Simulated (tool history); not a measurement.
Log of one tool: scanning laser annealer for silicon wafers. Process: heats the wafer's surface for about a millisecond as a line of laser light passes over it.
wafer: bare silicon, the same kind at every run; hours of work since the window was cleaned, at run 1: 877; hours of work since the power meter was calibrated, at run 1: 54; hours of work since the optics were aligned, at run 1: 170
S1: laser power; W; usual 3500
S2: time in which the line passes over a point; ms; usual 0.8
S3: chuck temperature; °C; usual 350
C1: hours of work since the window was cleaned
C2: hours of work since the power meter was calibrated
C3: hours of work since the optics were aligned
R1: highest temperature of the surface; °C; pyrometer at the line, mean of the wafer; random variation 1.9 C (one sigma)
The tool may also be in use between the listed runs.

run,day,S1,S2,S3,C1,C2,C3,R1
1,0,3500,0.8,350,877,54,170,1135
2,0.342,3500,0.8,350,881,57,174,1133
3,0.612,3500,0.8,350,884,60,177,1137
# day 0.725: window over the wafer cleaned
4,1.079,3500,0.8,350,4,64,181,1177
5,1.338,3500,0.8,350,6,67,183,1177
6,1.571,3500,0.8,350,9,69,186,1177
7,1.958,3500,0.844,327,13,73,190,1173
8,2.242,3615,0.734,350,16,76,193,1176
9,2.492,3615,0.734,350,19,79,196,1177
10,2.671,3615,0.734,350,20,81,197,1175
11,3.058,3167,0.627,363,25,85,201,1016
12,3.292,3167,0.627,362,27,88,204,1018

Forecast each of these 3 alternatives for the next run:
A,3.471,3500,0.8,331,29,89,206,?
B,3.471,3500,0.8,321,29,89,206,?
C,3.471,3719,0.701,362,29,89,206,?

run,R1
A,1158
B,1148
C,1195
Without the tool's hidden state the same runs would have given:
run,R1
A,1162
B,1152
C,1198
